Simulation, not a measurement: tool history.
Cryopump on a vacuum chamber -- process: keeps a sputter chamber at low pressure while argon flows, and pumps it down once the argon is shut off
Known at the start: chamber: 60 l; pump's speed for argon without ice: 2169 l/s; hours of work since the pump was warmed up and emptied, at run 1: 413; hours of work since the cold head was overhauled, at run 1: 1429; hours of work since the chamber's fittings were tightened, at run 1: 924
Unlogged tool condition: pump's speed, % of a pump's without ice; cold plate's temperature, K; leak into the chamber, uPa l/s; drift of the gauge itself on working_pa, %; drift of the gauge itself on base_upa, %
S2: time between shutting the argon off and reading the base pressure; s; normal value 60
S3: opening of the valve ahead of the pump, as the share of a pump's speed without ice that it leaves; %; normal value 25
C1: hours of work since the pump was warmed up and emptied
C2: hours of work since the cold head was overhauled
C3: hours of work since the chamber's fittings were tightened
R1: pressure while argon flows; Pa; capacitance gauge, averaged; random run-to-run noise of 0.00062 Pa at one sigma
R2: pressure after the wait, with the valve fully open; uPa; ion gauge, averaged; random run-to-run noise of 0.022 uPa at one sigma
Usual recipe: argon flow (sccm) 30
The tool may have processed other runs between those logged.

{"run": 1, "hour": 0.0, "argon flow (sccm)": 30, "S2": 60, "S3": 25, "C1": 413, "C2": 1429, "C3": 924, "R1": 0.0973, "R2": 0.81}
{"run": 2, "hour": 42.2, "argon flow (sccm)": 30, "S2": 60, "S3": 25, "C1": 449, "C2": 1465, "C3": 960, "R1": 0.0985, "R2": 0.84}
{"run": 3, "hour": 94.3, "argon flow (sccm)": 36, "S2": 60, "S3": 25, "C1": 493, "C2": 1510, "C3": 1004, "R1": 0.1189, "R2": 0.82}
{"run": 4, "hour": 122.4, "argon flow (sccm)": 36, "S2": 60, "S3": 25, "C1": 517, "C2": 1533, "C3": 1028, "R1": 0.1199, "R2": 0.8}
{"run": 5, "hour": 168.6, "argon flow (sccm)": 36, "S2": 60, "S3": 25, "C1": 556, "C2": 1573, "C3": 1067, "R1": 0.1188, "R2": 0.84}
{"run": 6, "hour": 206.5, "argon flow (sccm)": 30, "S2": 60, "S3": 25, "C1": 588, "C2": 1605, "C3": 1099, "R1": 0.1001, "R2": 0.88}
{"run": 7, "hour": 245.0, "argon flow (sccm)": 30, "S2": 54, "S3": 25, "C1": 621, "C2": 1638, "C3": 1132, "R1": 0.1011, "R2": 0.95}
{"run": 8, "hour": 282.6, "argon flow (sccm)": 48, "S2": 60, "S3": 25, "C1": 653, "C2": 1670, "C3": 1164, "R1": 0.1601, "R2": 0.85}
{"run": 9, "hour": 309.2, "argon flow (sccm)": 30, "S2": 60, "S3": 25, "C1": 675, "C2": 1692, "C3": 1187, "R1": 0.1003, "R2": 0.9}
{"run": 10, "hour": 349.6, "argon flow (sccm)": 30, "S2": 60, "S3": 25, "C1": 710, "C2": 1727, "C3": 1221, "R1": 0.1019, "R2": 0.87}
{"run": 11, "hour": 385.6, "argon flow (sccm)": 30, "S2": 60, "S3": 25, "C1": 740, "C2": 1757, "C3": 1252, "R1": 0.1024, "R2": 0.93}
{"run": 12, "hour": 414.5, "argon flow (sccm)": 30, "S2": 60, "S3": 25, "C1": 765, "C2": 1782, "C3": 1276, "R1": 0.1036, "R2": 0.93}
{"run": 13, "hour": 457.0, "argon flow (sccm)": 30, "S2": 60, "S3": 25, "C1": 801, "C2": 1818, "C3": 1312, "R1": 0.1026, "R2": 0.91}
{"run": 14, "hour": 484.2, "argon flow (sccm)": 30, "S2": 60, "S3": 25, "C1": 824, "C2": 1841, "C3": 1335, "R1": 0.1034, "R2": 0.99}
{"run": 15, "hour": 520.0, "argon flow (sccm)": 30, "S2": 165, "S3": 25, "C1": 855, "C2": 1871, "C3": 1366, "R1": 0.1034, "R2": 0.68}
{"run": 16, "hour": 553.3, "argon flow (sccm)": 30, "S2": 165, "S3": 25, "C1": 883, "C2": 1900, "C3": 1394, "R1": 0.1042, "R2": 0.66}
{"run": 17, "hour": 585.4, "argon flow (sccm)": 30, "S2": 165, "S3": 25, "C1": 910, "C2": 1927, "C3": 1421, "R1": 0.1049, "R2": 0.68}
{"run": 18, "hour": 624.6, "argon flow (sccm)": 30, "S2": 165, "S3": 25, "C1": 944, "C2": 1960, "C3": 1455, "R1": 0.1062, "R2": 0.71}
{"run": 19, "hour": 677.6, "argon flow (sccm)": 30, "S2": 165, "S3": 25, "C1": 989, "C2": 2005, "C3": 1500, "R1": 0.1053, "R2": 0.7}
{"hour": 711.5, "done": "pump warmed up, emptied and cooled again"}
{"run": 20, "hour": 723.0, "argon flow (sccm)": 19, "S2": 165, "S3": 27, "C1": 10, "C2": 2040, "C3": 1534, "R1": 0.0547, "R2": 0.52}
{"run": 21, "hour": 771.2, "argon flow (sccm)": 13, "S2": 101, "S3": 18, "C1": 51, "C2": 2081, "C3": 1575, "R1": 0.0564, "R2": 0.69}
{"run": 22, "hour": 808.0, "argon flow (sccm)": 13, "S2": 107, "S3": 26, "C1": 82, "C2": 2112, "C3": 1606, "R1": 0.04, "R2": 0.66}
{"run": 23, "hour": 860.3, "argon flow (sccm)": 14, "S2": 46, "S3": 44, "C1": 126, "C2": 2156, "C3": 1651, "R1": 0.0254, "R2": 1.01}
{"run": 24, "hour": 898.2, "argon flow (sccm)": 14, "S2": 46, "S3": 44, "C1": 159, "C2": 2189, "C3": 1683, "R1": 0.0251, "R2": 1.06}

Run 25 has not been measured yet. What should we expect?
{"run": 25, "hour": 943.9, "argon flow (sccm)": 24, "S2": 138, "S3": 25, "C1": 198, "C2": 2227, "C3": 1722, "R1": "?", "R2": "?"}

Run 25 measured R1 0.0764 Pa, R2 0.61 uPa.
Had the tool carried no hidden state, the very same run would have given R1 0.0747 Pa, R2 0.33 uPa.
